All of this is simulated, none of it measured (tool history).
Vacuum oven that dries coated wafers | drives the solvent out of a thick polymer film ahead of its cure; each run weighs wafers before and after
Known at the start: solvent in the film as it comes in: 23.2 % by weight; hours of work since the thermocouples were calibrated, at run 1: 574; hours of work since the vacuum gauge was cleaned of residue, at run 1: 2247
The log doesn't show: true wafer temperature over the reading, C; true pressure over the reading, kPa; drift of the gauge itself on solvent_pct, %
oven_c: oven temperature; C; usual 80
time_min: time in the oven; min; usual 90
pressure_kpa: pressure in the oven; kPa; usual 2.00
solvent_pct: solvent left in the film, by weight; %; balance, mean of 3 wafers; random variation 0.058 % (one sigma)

run,hour,oven_c,time_min,pressure_kpa,hours of work since the thermocouples were calibrated,hours of work since the vacuum gauge was cleaned of residue,solvent_pct
1,0.0,80,90,2.00,574,2247,3.58
2,58.2,80,90,4.27,609,2282,5.00
3,145.9,80,90,4.27,663,2336,4.89
# hour 178.0: oven's thermocouples calibrated
4,234.5,80,90,4.27,35,2390,5.37
5,339.2,80,90,4.27,99,2454,5.28
6,417.1,80,100,4.27,147,2502,5.00
7,474.0,80,60,2.00,182,2537,5.55
8,587.8,80,60,2.00,252,2607,5.53
9,664.8,80,90,2.00,299,2654,3.65
10,760.5,80,90,2.00,358,2713,3.67
11,826.5,80,90,1.12,399,2754,3.06
12,934.9,80,57,1.18,466,2820,5.09
13,1028.7,80,57,1.18,523,2878,4.95
14,1095.3,80,57,1.18,564,2919,5.08
15,1166.3,94,50,1.08,608,2963,1.49
16,1279.9,80,154,2.54,678,3033,3.01
# hour 1291.9: oven's thermocouples calibrated
17,1346.2,80,154,2.54,33,3072,3.17
18,1444.1,80,124,1.50,94,3132,2.74
19,1510.2,80,124,1.50,134,3173,2.76
20,1558.3,80,124,1.50,164,3203,2.69
21,1606.9,80,124,1.50,194,3233,2.69

5 ways to go on from here, each from the tool as it stands after run 21. What would each give?
A,1713.5,74,46,2.00,259,3298,?
B,1713.5,84,131,4.63,259,3298,?
C,1713.5,84,73,5.63,259,3298,?
D,1713.5,80,45,2.00,259,3298,?
E,1713.5,80,90,3.04,259,3298,?

run,solvent_pct
A,10.09
B,3.94
C,5.40
D,7.10
E,4.51
Without the tool's hidden state the same runs would have given:
run,solvent_pct
A,9.36
B,3.01
C,4.61
D,6.44
E,3.58
